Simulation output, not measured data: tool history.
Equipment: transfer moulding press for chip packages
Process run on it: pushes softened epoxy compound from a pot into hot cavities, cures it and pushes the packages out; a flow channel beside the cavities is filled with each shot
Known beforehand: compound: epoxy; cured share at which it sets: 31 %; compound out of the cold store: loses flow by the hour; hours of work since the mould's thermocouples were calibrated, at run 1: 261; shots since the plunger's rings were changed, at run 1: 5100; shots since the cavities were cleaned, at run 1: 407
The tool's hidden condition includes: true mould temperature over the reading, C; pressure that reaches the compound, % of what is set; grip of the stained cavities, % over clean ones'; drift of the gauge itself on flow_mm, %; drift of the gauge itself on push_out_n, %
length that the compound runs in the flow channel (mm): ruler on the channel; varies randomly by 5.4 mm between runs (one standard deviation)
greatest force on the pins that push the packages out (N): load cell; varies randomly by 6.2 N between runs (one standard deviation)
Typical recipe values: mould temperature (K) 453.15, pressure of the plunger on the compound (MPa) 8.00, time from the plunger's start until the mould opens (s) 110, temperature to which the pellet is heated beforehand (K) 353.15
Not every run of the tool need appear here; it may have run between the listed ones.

| run | hour | mould temperature (K) | pressure of the plunger on the compound (MPa) | time from the plunger's start until the mould opens (s) | temperature to which the pellet is heated beforehand (K) | hours of work since the mould's thermocouples were calibrated | shots since the plunger's rings were changed | shots since the cavities were cleaned | incoming compound's hours out of the cold store | length that the compound runs in the flow channel (mm) | greatest force on the pins that push the packages out (N) |
|---|---|---|---|---|---|---|---|---|---|---|---|
| 1 | 0.0 | 453.15 | 8.00 | 110 | 353.15 | 261 | 5100 | 407 | 26.2 | 488 | 324 |
|  | 17.3 | plunger's sealing rings changed |
| 2 | 51.4 | 461.15 | 8.00 | 110 | 353.15 | 283 | 269 | 793 | 23.5 | 534 | 346 |
|  | 76.8 | cavities cleaned with cleaning compound and waxed |
| 3 | 122.3 | 461.15 | 8.00 | 110 | 353.15 | 313 | 818 | 360 | 38.9 | 491 | 382 |
| 4 | 172.0 | 453.15 | 9.61 | 110 | 353.15 | 334 | 1211 | 753 | 37.4 | 563 | 426 |
|  | 203.8 | cavities cleaned with cleaning compound and waxed |
| 5 | 236.8 | 453.15 | 9.61 | 110 | 353.15 | 362 | 1710 | 260 | 30.6 | 568 | 294 |
| 6 | 305.5 | 453.15 | 9.61 | 110 | 353.15 | 391 | 2253 | 803 | 24.5 | 575 | 388 |
|  | 326.0 | cavities cleaned with cleaning compound and waxed |
| 7 | 342.2 | 453.15 | 9.61 | 110 | 353.15 | 407 | 2532 | 129 | 35.7 | 550 | 271 |
|  | 376.7 | cavities cleaned with cleaning compound and waxed, once more |
| 8 | 401.8 | 453.15 | 8.00 | 140 | 353.15 | 432 | 2991 | 199 | 27.0 | 507 | 269 |
| 9 | 437.4 | 453.15 | 8.00 | 110 | 353.15 | 447 | 3272 | 480 | 12.7 | 539 | 337 |
| 10 | 487.3 | 453.15 | 8.00 | 110 | 357.15 | 469 | 3666 | 874 | 45.8 | 477 | 377 |
|  | 500.6 | cavities cleaned with cleaning compound and waxed |
| 11 | 548.2 | 453.15 | 8.00 | 110 | 357.15 | 494 | 4135 | 376 | 37.5 | 467 | 320 |
| 12 | 579.5 | 453.15 | 8.00 | 110 | 363.15 | 508 | 4382 | 623 | 41.6 | 470 | 346 |
|  | 623.1 | cavities cleaned with cleaning compound and waxed |
| 13 | 655.2 | 453.15 | 8.00 | 127 | 353.15 | 540 | 4969 | 254 | 36.9 | 472 | 274 |
|  | 686.0 | plunger's sealing rings changed |
| 14 | 725.5 | 453.15 | 8.00 | 127 | 353.15 | 569 | 312 | 790 | 36.4 | 520 | 343 |
|  | 750.7 | cavities cleaned with cleaning compound and waxed |
| 15 | 771.6 | 449.15 | 8.14 | 117 | 351.15 | 589 | 664 | 165 | 8.9 | 593 | 317 |
| 16 | 837.9 | 459.15 | 8.00 | 110 | 361.15 | 617 | 1188 | 689 | 21.0 | 523 | 325 |
| 17 | 870.7 | 453.15 | 7.40 | 110 | 353.15 | 632 | 1447 | 948 | 23.7 | 512 | 393 |
|  | 878.0 | cavities cleaned with cleaning compound and waxed |
| 18 | 910.5 | 453.15 | 7.40 | 110 | 353.15 | 648 | 1750 | 257 | 25.1 | 504 | 305 |
| 19 | 960.9 | 453.15 | 8.91 | 97 | 343.15 | 670 | 2148 | 655 | 43.1 | 521 | 409 |
|  | 1001.7 | cavities cleaned with cleaning compound and waxed |
| 20 | 1033.7 | 458.15 | 8.00 | 114 | 363.15 | 701 | 2712 | 254 | 29.6 | 508 | 284 |
| 21 | 1074.1 | 458.15 | 8.00 | 114 | 363.15 | 718 | 3031 | 573 | 38.7 | 484 | 317 |
|  | 1125.6 | cavities cleaned with cleaning compound and waxed |
| 22 | 1125.6 | 455.15 | 9.03 | 93 | 346.15 | 740 | 3426 | 0 | 10.9 | 571 | 299 |
| 23 | 1199.9 | 457.15 | 8.00 | 110 | 361.15 | 772 | 4012 | 586 | 21.0 | 509 | 345 |
|  | 1251.4 | cavities cleaned with cleaning compound and waxed |
| 24 | 1271.3 | 457.15 | 8.00 | 110 | 361.15 | 803 | 4565 | 157 | 39.3 | 459 | 264 |
| 25 | 1342.8 | 457.15 | 8.58 | 105 | 354.15 | 833 | 5130 | 722 | 25.2 | 504 | 330 |
|  | 1357.5 | plunger's sealing rings changed |
|  | 1378.5 | cavities cleaned with cleaning compound and waxed |
| 26 | 1410.0 | 455.15 | 6.59 | 92 | 353.15 | 861 | 403 | 248 | 24.0 | 491 | 358 |
|  | 1467.7 | mould's thermocouples calibrated |
| 27 | 1481.4 | 446.15 | 8.80 | 144 | 351.15 | 6 | 952 | 797 | 15.2 | 618 | 368 |

Here are 3 independent what-if runs from the current tool condition. What would each one return?
|  | 1503.1 | cavities cleaned with cleaning compound and waxed |
| A | 1535.4 | 446.15 | 8.43 | 120 | 353.15 | 29 | 1366 | 255 | 22.4 | ? | ? |
|  | 1503.1 | cavities cleaned with cleaning compound and waxed |
| B | 1535.4 | 446.15 | 7.22 | 144 | 351.15 | 29 | 1366 | 255 | 26.2 | ? | ? |
|  | 1503.1 | cavities cleaned with cleaning compound and waxed |
| C | 1535.4 | 446.15 | 7.97 | 109 | 351.15 | 29 | 1366 | 255 | 13.6 | ? | ? |

| run | length that the compound runs in the flow channel (mm) | greatest force on the pins that push the packages out (N) |
|---|---|---|
| A | 576 | 354 |
| B | 527 | 282 |
| C | 573 | 444 |
What these runs would have given with no unlogged condition in the tool:
| run | length that the compound runs in the flow channel (mm) | greatest force on the pins that push the packages out (N) |
|---|---|---|
| A | 590 | 282 |
| B | 540 | 224 |
| C | 588 | 350 |
